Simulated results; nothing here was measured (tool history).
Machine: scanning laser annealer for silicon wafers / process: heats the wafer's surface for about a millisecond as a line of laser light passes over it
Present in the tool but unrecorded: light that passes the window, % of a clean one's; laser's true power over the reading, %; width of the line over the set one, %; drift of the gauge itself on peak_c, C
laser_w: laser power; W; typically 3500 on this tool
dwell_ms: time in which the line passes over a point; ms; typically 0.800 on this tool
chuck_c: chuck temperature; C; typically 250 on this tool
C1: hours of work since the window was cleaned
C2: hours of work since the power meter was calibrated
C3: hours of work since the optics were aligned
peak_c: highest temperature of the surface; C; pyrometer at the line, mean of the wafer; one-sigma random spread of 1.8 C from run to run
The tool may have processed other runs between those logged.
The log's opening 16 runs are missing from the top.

{"run": 17, "day": 16.212, "laser_w": 3500, "dwell_ms": 0.692, "chuck_c": 250, "C1": 245, "C2": 36, "C3": 595, "peak_c": 898}
{"run": 18, "day": 16.942, "laser_w": 3500, "dwell_ms": 0.8, "chuck_c": 256, "C1": 255, "C2": 46, "C3": 605, "peak_c": 955}
{"run": 19, "day": 18.254, "laser_w": 3500, "dwell_ms": 0.8, "chuck_c": 256, "C1": 273, "C2": 64, "C3": 623, "peak_c": 950}
{"run": 20, "day": 19.162, "laser_w": 3006, "dwell_ms": 0.8, "chuck_c": 250, "C1": 286, "C2": 77, "C3": 636, "peak_c": 844}
{"run": 21, "day": 20.058, "laser_w": 3006, "dwell_ms": 0.8, "chuck_c": 226, "C1": 298, "C2": 89, "C3": 648, "peak_c": 815}
{"run": 22, "day": 21.096, "laser_w": 3564, "dwell_ms": 0.657, "chuck_c": 265, "C1": 313, "C2": 104, "C3": 663, "peak_c": 902}
{"run": 23, "day": 22.167, "laser_w": 3564, "dwell_ms": 0.657, "chuck_c": 265, "C1": 328, "C2": 119, "C3": 678, "peak_c": 900}
{"run": 24, "day": 22.825, "laser_w": 3216, "dwell_ms": 0.838, "chuck_c": 245, "C1": 337, "C2": 128, "C3": 687, "peak_c": 892}
{"run": 25, "day": 23.558, "laser_w": 3216, "dwell_ms": 0.838, "chuck_c": 245, "C1": 347, "C2": 138, "C3": 697, "peak_c": 894}
{"run": 26, "day": 24.212, "laser_w": 3216, "dwell_ms": 0.838, "chuck_c": 245, "C1": 356, "C2": 147, "C3": 706, "peak_c": 886}
{"run": 27, "day": 25.067, "laser_w": 3193, "dwell_ms": 0.58, "chuck_c": 250, "C1": 368, "C2": 159, "C3": 718, "peak_c": 777}
{"run": 28, "day": 25.821, "laser_w": 3744, "dwell_ms": 0.586, "chuck_c": 290, "C1": 378, "C2": 170, "C3": 729, "peak_c": 914}
{"run": 29, "day": 27.079, "laser_w": 3158, "dwell_ms": 0.58, "chuck_c": 290, "C1": 396, "C2": 187, "C3": 746, "peak_c": 808}
{"day": 27.983, "done": "window over the wafer cleaned"}
{"run": 30, "day": 28.354, "laser_w": 3500, "dwell_ms": 0.898, "chuck_c": 218, "C1": 5, "C2": 204, "C3": 763, "peak_c": 980}
{"run": 31, "day": 28.996, "laser_w": 3500, "dwell_ms": 0.759, "chuck_c": 245, "C1": 14, "C2": 213, "C3": 772, "peak_c": 944}
{"day": 30.329, "done": "optics aligned, line set to its width"}
{"run": 32, "day": 30.621, "laser_w": 3500, "dwell_ms": 0.759, "chuck_c": 245, "C1": 34, "C2": 232, "C3": 4, "peak_c": 948}
{"run": 33, "day": 31.825, "laser_w": 3084, "dwell_ms": 0.82, "chuck_c": 240, "C1": 51, "C2": 249, "C3": 21, "peak_c": 879}
{"run": 34, "day": 32.95, "laser_w": 3480, "dwell_ms": 0.927, "chuck_c": 288, "C1": 66, "C2": 265, "C3": 36, "peak_c": 1063}
{"run": 35, "day": 34.283, "laser_w": 3590, "dwell_ms": 0.822, "chuck_c": 279, "C1": 85, "C2": 283, "C3": 55, "peak_c": 1030}
{"run": 36, "day": 35.117, "laser_w": 3724, "dwell_ms": 0.673, "chuck_c": 245, "C1": 96, "C2": 295, "C3": 67, "peak_c": 946}
{"run": 37, "day": 36.133, "laser_w": 3500, "dwell_ms": 0.782, "chuck_c": 250, "C1": 111, "C2": 309, "C3": 81, "peak_c": 954}
{"run": 38, "day": 37.125, "laser_w": 3500, "dwell_ms": 0.782, "chuck_c": 250, "C1": 124, "C2": 323, "C3": 95, "peak_c": 959}

What does the tool deliver on the next run?
{"run": 39, "day": 38.025, "laser_w": 3427, "dwell_ms": 0.782, "chuck_c": 281, "C1": 137, "C2": 335, "C3": 107, "peak_c": "?"}

Run 39 came out at peak_c 973 C.
Take away the tool's hidden state, keep the run-to-run variation as it was, and the same run would have given peak_c 984 C.

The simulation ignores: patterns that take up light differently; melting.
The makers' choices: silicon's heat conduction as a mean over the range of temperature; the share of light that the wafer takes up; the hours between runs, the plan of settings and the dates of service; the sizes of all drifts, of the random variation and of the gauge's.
